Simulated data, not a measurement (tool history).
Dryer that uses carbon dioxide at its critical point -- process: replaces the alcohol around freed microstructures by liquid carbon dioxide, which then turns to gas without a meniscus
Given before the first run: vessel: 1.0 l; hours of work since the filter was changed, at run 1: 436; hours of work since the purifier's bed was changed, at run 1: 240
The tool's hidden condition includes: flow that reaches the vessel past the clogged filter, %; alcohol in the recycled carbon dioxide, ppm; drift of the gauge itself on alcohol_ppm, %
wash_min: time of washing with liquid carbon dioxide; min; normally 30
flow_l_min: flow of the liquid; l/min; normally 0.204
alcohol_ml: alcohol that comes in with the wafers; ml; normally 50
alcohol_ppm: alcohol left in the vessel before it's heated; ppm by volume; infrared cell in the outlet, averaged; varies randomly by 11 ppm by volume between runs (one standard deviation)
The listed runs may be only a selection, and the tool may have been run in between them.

run   hour  wash_min  flow_l_min  alcohol_ml  hours of work since the filter was changed  hours of work since the purifier's bed was changed  alcohol_ppm
  1    0.0        30       0.204          50                                         436                                                 240          827
  2    7.3        30       0.186          50                                         440                                                 244         1240
  3   14.0        30       0.204          70                                         443                                                 247         1164
  4   23.4        30       0.204          70                                         448                                                 252         1188
  5   33.1        29       0.204          50                                         453                                                 257          989
  6   42.0        30       0.204          50                                         458                                                 262          870
  7   51.8        30       0.204          50                                         463                                                 267          853
  8   57.2        30       0.204          55                                         466                                                 270          964
  9   65.9        30       0.204          55                                         470                                                 274          936
 10   77.8        30       0.204          27                                         476                                                 280          454
 11   90.2        30       0.204          27                                         482                                                 286          488
 12  102.6        30       0.204          27                                         489                                                 293          470
 13  111.0        30       0.204          27                                         493                                                 297          487
 14  119.8        35       0.244          27                                         498                                                 302           94
 15  132.1        30       0.295          50                                         504                                                 308          138
 16  140.1        30       0.204          23                                         508                                                 312          419
 17  149.7        30       0.204          23                                         513                                                 317          423
 18  160.2        30       0.204          23                                         518                                                 322          426
 19  168.6        30       0.204          23                                         522                                                 326          414
 20  174.0        24       0.154          79                                         525                                                 329         7205
 21  182.9        30       0.331          46                                         530                                                 334           76
 22  194.2        36       0.204          25                                         536                                                 340          221
 23  202.6        30       0.204          29                                         540                                                 344          525

Below, each run's measurement less what the same run would have read without the hidden state. Both values contain the same run-to-run variation, but the gauge's scatter may not be the same in both:
run  alcohol_ppm
  1         +168
  2         +227
  3         +232
  4         +241
  5         +197
  6         +184
  7         +181
  8         +201
  9         +200
 10         +106
 11         +112
 12         +108
 13         +113
 14          +41
 15          +51
 16         +100
 17         +104
 18         +104
 19         +103
 20         +992
 21          +34
 22          +71
 23         +131
